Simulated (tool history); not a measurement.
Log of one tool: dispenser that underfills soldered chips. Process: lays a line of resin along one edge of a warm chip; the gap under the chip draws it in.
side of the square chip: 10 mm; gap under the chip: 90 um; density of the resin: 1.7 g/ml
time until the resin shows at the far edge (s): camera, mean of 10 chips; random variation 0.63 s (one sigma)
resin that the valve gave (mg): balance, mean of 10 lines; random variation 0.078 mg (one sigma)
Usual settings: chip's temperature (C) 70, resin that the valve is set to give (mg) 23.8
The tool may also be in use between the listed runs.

| run | hour | chip's temperature (C) | resin that the valve is set to give (mg) | time until the resin shows at the far edge (s) | resin that the valve gave (mg) |
|---|---|---|---|---|---|
| 1 | 0.0 | 70 | 23.8 | 61.2 | 23.65 |
| 2 | 5.9 | 84 | 23.8 | 45.9 | 23.39 |
| 3 | 15.0 | 70 | 21.9 | 56.6 | 21.57 |
| 4 | 22.8 | 70 | 21.9 | 66.6 | 21.60 |
| 5 | 30.3 | 70 | 21.9 | 54.5 | 21.32 |
| 6 | 35.4 | 70 | 21.9 | 59.3 | 21.48 |
| 7 | 44.9 | 70 | 21.9 | 71.5 | 21.42 |
| 8 | 52.5 | 70 | 21.9 | 57.2 | 21.50 |
| 9 | 62.6 | 70 | 21.1 | 69.4 | 21.10 |
| 10 | 67.2 | 70 | 23.8 | 73.8 | 23.87 |
| 11 | 76.2 | 70 | 23.8 | 60.3 | 23.67 |
| 12 | 85.2 | 70 | 27.2 | 68.7 | 26.98 |
| 13 | 90.0 | 64 | 23.8 | 64.4 | 23.62 |
| 14 | 99.2 | 64 | 23.8 | 78.2 | 23.66 |
| 15 | 104.1 | 65 | 23.8 | 82.0 | 23.64 |
| 16 | 112.4 | 65 | 23.8 | 66.6 | 23.49 |
| 17 | 118.6 | 70 | 23.8 | 62.8 | 23.59 |
| 18 | 127.9 | 70 | 23.8 | 53.7 | 23.47 |
| 19 | 132.0 | 70 | 23.8 | 58.2 | 23.50 |
| 20 | 139.0 | 83 | 23.8 | 44.5 | 23.46 |
| 21 | 145.1 | 83 | 23.8 | 50.2 | 23.43 |
| 22 | 154.0 | 61 | 23.8 | 76.0 | 23.86 |
| 23 | 160.5 | 75 | 25.8 | 55.7 | 25.75 |
| 24 | 168.7 | 72 | 30.1 | 50.3 | 29.76 |
| 25 | 173.0 | 59 | 21.4 | 84.0 | 21.41 |
| 26 | 180.7 | 61 | 24.2 | 89.7 | 23.95 |
| 27 | 186.9 | 78 | 21.6 | 41.9 | 21.48 |
| 28 | 193.0 | 78 | 21.6 | 47.3 | 21.43 |
| 29 | 201.1 | 77 | 23.6 | 56.4 | 23.34 |
| 30 | 209.7 | 62 | 22.0 | 74.3 | 21.76 |
| 31 | 216.9 | 77 | 24.8 | 52.9 | 24.58 |
| 32 | 222.2 | 72 | 26.7 | 67.9 | 26.27 |
| 33 | 231.2 | 57 | 26.4 | 88.6 | 26.04 |
| 34 | 236.4 | 73 | 26.4 | 59.3 | 25.96 |
| 35 | 244.2 | 77 | 27.5 | 41.1 | 27.56 |
| 36 | 249.2 | 75 | 27.1 | 48.3 | 27.11 |
| 37 | 256.3 | 75 | 27.1 | 54.1 | 27.00 |

Not shown: 16 entries that the log had between the listed runs. Between which runs, and how does the tool's hidden state differ before and after?
Between runs 2 and 3: new syringe of resin (hour 11.3)
  resin's viscosity, % of fresh resin's: 129.7 -> 107.1; dose that the valve gives, % of what is set: 98.82 -> 98.63; true chip temperature over the reading, C: 1.32 -> 1.37
  measured less the result without the state, time until the resin shows at the far edge (s): +9.2 -> +1.6; resin that the valve gave (mg): -0.28 -> -0.30
Between runs 4 and 5: new syringe of resin (hour 30.3)
  resin's viscosity, % of fresh resin's: 124.2 -> 101.1; dose that the valve gives, % of what is set: 98.48 -> 98.31; true chip temperature over the reading, C: 1.4 -> 1.44
  measured less the result without the state, time until the resin shows at the far edge (s): +10.7 -> -1.6; resin that the valve gave (mg): -0.33 -> -0.37
Between runs 7 and 8: new syringe of resin (hour 49.3)
  resin's viscosity, % of fresh resin's: 133.6 -> 108; dose that the valve gives, % of what is set: 98.02 -> 97.87; true chip temperature over the reading, C: 1.5 -> 1.53
  measured less the result without the state, time until the resin shows at the far edge (s): +15.8 -> +1.9; resin that the valve gave (mg): -0.43 -> -0.46
Between runs 8 and 9: dispensing valve cleaned and set on the balance (hour 56.2)
  resin's viscosity, % of fresh resin's: 108 -> 128.5; dose that the valve gives, % of what is set: 97.87 -> 99.96; true chip temperature over the reading, C: 1.53 -> 1.58
  measured less the result without the state, time until the resin shows at the far edge (s): +1.9 -> +12.7; resin that the valve gave (mg): -0.46 -> -0.01
Between runs 10 and 11: new syringe of resin (hour 69.5)
  resin's viscosity, % of fresh resin's: 140.1 -> 113.8; dose that the valve gives, % of what is set: 99.85 -> 99.67; true chip temperature over the reading, C: 1.6 -> 1.64
  measured less the result without the state, time until the resin shows at the far edge (s): +18.6 -> +4.6; resin that the valve gave (mg): -0.03 -> -0.08
Between runs 12 and 13: new syringe of resin (hour 88.8)
  resin's viscosity, % of fresh resin's: 135 -> 103; dose that the valve gives, % of what is set: 99.47 -> 99.39; true chip temperature over the reading, C: 1.68 -> 1.7
  measured less the result without the state, time until the resin shows at the far edge (s): +15.2 -> -1.6; resin that the valve gave (mg): -0.14 -> -0.14
Between runs 15 and 16: new syringe of resin (hour 107.9)
  resin's viscosity, % of fresh resin's: 134.7 -> 109.1; dose that the valve gives, % of what is set: 99.07 -> 98.92; true chip temperature over the reading, C: 1.76 -> 1.8
  measured less the result without the state, time until the resin shows at the far edge (s): +17.7 -> +2.0; resin that the valve gave (mg): -0.22 -> -0.26
Between runs 17 and 18: new syringe of resin (hour 127.0)
  resin's viscosity, % of fresh resin's: 122.8 -> 102.6; dose that the valve gives, % of what is set: 98.78 -> 98.58; true chip temperature over the reading, C: 1.82 -> 1.87
  measured less the result without the state, time until the resin shows at the far edge (s): +8.9 -> -1.7; resin that the valve gave (mg): -0.29 -> -0.34
Between runs 21 and 22: new syringe of resin (hour 146.6); dispensing valve cleaned and set on the balance (hour 148.4)
  resin's viscosity, % of fresh resin's: 142.3 -> 113; dose that the valve gives, % of what is set: 98.22 -> 99.94; true chip temperature over the reading, C: 1.94 -> 1.97
  measured less the result without the state, time until the resin shows at the far edge (s): +13.0 -> +4.3; resin that the valve gave (mg): -0.43 -> -0.01
Between runs 23 and 24: new syringe of resin (hour 166.8)
  resin's viscosity, % of fresh resin's: 127.9 -> 104.6; dose that the valve gives, % of what is set: 99.81 -> 99.66; true chip temperature over the reading, C: 2 -> 2.04
  measured less the result without the state, time until the resin shows at the far edge (s): +9.4 -> -0.9; resin that the valve gave (mg): -0.04 -> -0.10
Between runs 26 and 27: new syringe of resin (hour 186.0)
  resin's viscosity, % of fresh resin's: 131.7 -> 102.1; dose that the valve gives, % of what is set: 99.42 -> 99.3; true chip temperature over the reading, C: 2.09 -> 2.12
  measured less the result without the state, time until the resin shows at the far edge (s): +16.8 -> -1.8; resin that the valve gave (mg): -0.14 -> -0.15
Between runs 29 and 30: new syringe of resin (hour 205.0)
  resin's viscosity, % of fresh resin's: 133.8 -> 111.3; dose that the valve gives, % of what is set: 99 -> 98.84; true chip temperature over the reading, C: 2.18 -> 2.22
  measured less the result without the state, time until the resin shows at the far edge (s): +11.3 -> +2.7; resin that the valve gave (mg): -0.24 -> -0.26
Between runs 32 and 33: new syringe of resin (hour 224.1)
  resin's viscosity, % of fresh resin's: 141.3 -> 115.6; dose that the valve gives, % of what is set: 98.56 -> 98.38; true chip temperature over the reading, C: 2.27 -> 2.31
  measured less the result without the state, time until the resin shows at the far edge (s): +16.4 -> +5.9; resin that the valve gave (mg): -0.39 -> -0.43
Between runs 34 and 35: dispensing valve cleaned and set on the balance (hour 241.0); new syringe of resin (hour 244.2)
  resin's viscosity, % of fresh resin's: 127.6 -> 100.3; dose that the valve gives, % of what is set: 98.28 -> 100.05; true chip temperature over the reading, C: 2.33 -> 2.36
  measured less the result without the state, time until the resin shows at the far edge (s): +9.4 -> -2.9; resin that the valve gave (mg): -0.45 -> +0.02

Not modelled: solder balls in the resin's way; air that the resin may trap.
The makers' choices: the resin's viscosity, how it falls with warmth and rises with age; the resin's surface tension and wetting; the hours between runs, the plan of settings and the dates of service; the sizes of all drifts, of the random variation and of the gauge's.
